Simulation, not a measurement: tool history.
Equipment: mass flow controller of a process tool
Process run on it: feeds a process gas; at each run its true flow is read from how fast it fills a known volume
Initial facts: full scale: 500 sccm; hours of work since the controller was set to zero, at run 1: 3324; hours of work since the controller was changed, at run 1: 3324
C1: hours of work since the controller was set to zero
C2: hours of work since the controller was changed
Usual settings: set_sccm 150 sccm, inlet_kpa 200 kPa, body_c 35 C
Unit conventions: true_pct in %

{"run": 1, "hour": 0.0, "set_sccm": 150, "inlet_kpa": 200, "body_c": 35, "C1": 3324, "C2": 3324, "true_pct": 97.81}
{"run": 2, "hour": 105.4, "set_sccm": 204, "inlet_kpa": 200, "body_c": 35, "C1": 3394, "C2": 3394, "true_pct": 98.25}
{"run": 3, "hour": 211.3, "set_sccm": 150, "inlet_kpa": 213, "body_c": 35, "C1": 3465, "C2": 3465, "true_pct": 98.02}
{"run": 4, "hour": 314.8, "set_sccm": 150, "inlet_kpa": 213, "body_c": 35, "C1": 3534, "C2": 3534, "true_pct": 97.92}
{"run": 5, "hour": 411.4, "set_sccm": 150, "inlet_kpa": 213, "body_c": 38, "C1": 3598, "C2": 3598, "true_pct": 97.78}
{"run": 6, "hour": 510.4, "set_sccm": 150, "inlet_kpa": 213, "body_c": 38, "C1": 3664, "C2": 3664, "true_pct": 97.54}
{"run": 7, "hour": 621.4, "set_sccm": 302, "inlet_kpa": 213, "body_c": 38, "C1": 3738, "C2": 3738, "true_pct": 98.58}
{"run": 8, "hour": 684.3, "set_sccm": 302, "inlet_kpa": 213, "body_c": 23, "C1": 3780, "C2": 3780, "true_pct": 99.89}
{"run": 9, "hour": 750.3, "set_sccm": 150, "inlet_kpa": 200, "body_c": 39, "C1": 3824, "C2": 3824, "true_pct": 97.39}
{"run": 10, "hour": 867.9, "set_sccm": 150, "inlet_kpa": 200, "body_c": 39, "C1": 3902, "C2": 3902, "true_pct": 97.37}
{"run": 11, "hour": 960.9, "set_sccm": 150, "inlet_kpa": 200, "body_c": 39, "C1": 3964, "C2": 3964, "true_pct": 97.46}
{"hour": 968.8, "done": "controller's zero set anew"}
{"run": 12, "hour": 1025.9, "set_sccm": 150, "inlet_kpa": 152, "body_c": 35, "C1": 38, "C2": 4007, "true_pct": 96.79}
{"run": 13, "hour": 1103.3, "set_sccm": 150, "inlet_kpa": 146, "body_c": 35, "C1": 90, "C2": 4059, "true_pct": 96.85}
{"hour": 1196.5, "done": "controller's zero set anew, once more"}
{"run": 14, "hour": 1204.5, "set_sccm": 498, "inlet_kpa": 146, "body_c": 35, "C1": 5, "C2": 4126, "true_pct": 99.58}
{"run": 15, "hour": 1322.6, "set_sccm": 498, "inlet_kpa": 146, "body_c": 35, "C1": 84, "C2": 4204, "true_pct": 99.55}
{"run": 16, "hour": 1410.8, "set_sccm": 150, "inlet_kpa": 192, "body_c": 22, "C1": 143, "C2": 4263, "true_pct": 100.18}
{"run": 17, "hour": 1509.4, "set_sccm": 150, "inlet_kpa": 192, "body_c": 22, "C1": 208, "C2": 4329, "true_pct": 100.01}
{"run": 18, "hour": 1628.6, "set_sccm": 150, "inlet_kpa": 192, "body_c": 22, "C1": 288, "C2": 4408, "true_pct": 100.18}
{"run": 19, "hour": 1713.1, "set_sccm": 77, "inlet_kpa": 192, "body_c": 22, "C1": 344, "C2": 4464, "true_pct": 99.91}
{"run": 20, "hour": 1770.0, "set_sccm": 211, "inlet_kpa": 270, "body_c": 39, "C1": 382, "C2": 4502, "true_pct": 99.2}
{"run": 21, "hour": 1830.5, "set_sccm": 211, "inlet_kpa": 239, "body_c": 37, "C1": 422, "C2": 4543, "true_pct": 99.36}
{"run": 22, "hour": 1893.0, "set_sccm": 457, "inlet_kpa": 226, "body_c": 26, "C1": 464, "C2": 4584, "true_pct": 100.68}
{"run": 23, "hour": 1945.0, "set_sccm": 150, "inlet_kpa": 200, "body_c": 27, "C1": 498, "C2": 4619, "true_pct": 99.8}
{"run": 24, "hour": 2037.0, "set_sccm": 289, "inlet_kpa": 200, "body_c": 27, "C1": 560, "C2": 4680, "true_pct": 100.14}
{"run": 25, "hour": 2106.4, "set_sccm": 289, "inlet_kpa": 200, "body_c": 27, "C1": 606, "C2": 4726, "true_pct": 100.17}
{"run": 26, "hour": 2172.2, "set_sccm": 150, "inlet_kpa": 202, "body_c": 22, "C1": 650, "C2": 4770, "true_pct": 100.23}

3 options for the next run, each taken on its own from the tool as it stands now. Forecast them:
{"run": "A", "hour": 2290.2, "set_sccm": 429, "inlet_kpa": 202, "body_c": 22, "C1": 728, "C2": 4849, "true_pct": "?"}
{"run": "B", "hour": 2290.2, "set_sccm": 52, "inlet_kpa": 258, "body_c": 35, "C1": 728, "C2": 4849, "true_pct": "?"}
{"run": "C", "hour": 2290.2, "set_sccm": 76, "inlet_kpa": 176, "body_c": 21, "C1": 728, "C2": 4849, "true_pct": "?"}

run=A true_pct=101.03
run=B true_pct=98.64
run=C true_pct=99.8
Stripped of hidden state, with their random variation kept, the same runs would have yielded:
run=A true_pct=100.17
run=B true_pct=98.22
run=C true_pct=99.22
